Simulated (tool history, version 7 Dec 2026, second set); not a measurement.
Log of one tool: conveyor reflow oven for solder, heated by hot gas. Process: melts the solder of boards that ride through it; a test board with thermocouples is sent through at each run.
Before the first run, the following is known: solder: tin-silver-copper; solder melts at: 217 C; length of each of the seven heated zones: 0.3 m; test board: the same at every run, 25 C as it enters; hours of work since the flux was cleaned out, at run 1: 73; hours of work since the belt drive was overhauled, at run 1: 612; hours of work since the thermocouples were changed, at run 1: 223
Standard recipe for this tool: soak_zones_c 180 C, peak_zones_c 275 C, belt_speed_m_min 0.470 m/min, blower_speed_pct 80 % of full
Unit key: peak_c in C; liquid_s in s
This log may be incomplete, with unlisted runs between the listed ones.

run,hour,soak_zones_c,peak_zones_c,belt_speed_m_min,blower_speed_pct,hours of work since the flux was cleaned out,hours of work since the belt drive was overhauled,hours of work since the thermocouples were changed,peak_c,liquid_s
1,0.0,180,275,0.470,80,73,612,223,261.5,66.2
2,8.7,180,275,0.470,80,78,617,229,261.2,66.3
3,23.2,180,275,0.470,80,88,627,238,261.4,66.3
4,31.7,180,275,0.470,54,93,632,244,252.4,58.7
5,42.5,180,275,0.470,54,100,639,251,252.6,58.6
6,53.2,180,275,0.470,80,107,646,258,261.2,66.4
7,64.6,180,275,0.470,80,114,654,265,261.6,66.2
8,78.6,180,275,0.470,80,123,663,274,261.0,66.4
9,90.7,180,275,0.470,71,131,670,282,258.3,64.5
# hour 96.5: flux residue cleaned out of gas plates and filters
10,108.7,180,275,0.470,66,8,679,290,256.6,63.0
11,122.2,180,275,0.470,66,17,688,299,256.7,63.0
# hour 140.2: flux residue cleaned out of gas plates and filters, once more
12,143.3,180,275,0.506,63,2,698,310,254.1,56.1
13,155.1,180,275,0.506,63,10,706,317,254.0,56.1
14,165.1,180,269,0.469,80,16,712,324,256.7,64.3
15,178.7,180,269,0.469,80,25,721,332,256.5,64.2
16,191.2,180,275,0.405,66,33,729,341,262.4,78.7
17,198.1,173,268,0.405,68,37,733,345,256.0,71.1
18,209.8,174,270,0.456,63,45,741,353,252.2,59.2
19,225.1,187,276,0.456,63,55,751,362,260.0,70.4
20,240.5,176,276,0.470,80,65,761,372,262.1,65.7
21,254.4,176,276,0.470,80,74,770,381,261.9,65.4

3 options for the next run, each taken on its own from the tool as it stands now. Forecast them:
A,262.7,180,286,0.470,80,79,775,387,?,?
B,262.7,180,275,0.547,75,79,775,387,?,?
C,262.7,176,270,0.470,85,79,775,387,?,?

run,peak_c,liquid_s
A,271.3,72.0
B,255.1,52.8
C,258.1,63.5
What these runs would have given with no unlogged condition in the tool:
run,peak_c,liquid_s
A,270.1,69.8
B,254.0,51.0
C,256.9,61.5

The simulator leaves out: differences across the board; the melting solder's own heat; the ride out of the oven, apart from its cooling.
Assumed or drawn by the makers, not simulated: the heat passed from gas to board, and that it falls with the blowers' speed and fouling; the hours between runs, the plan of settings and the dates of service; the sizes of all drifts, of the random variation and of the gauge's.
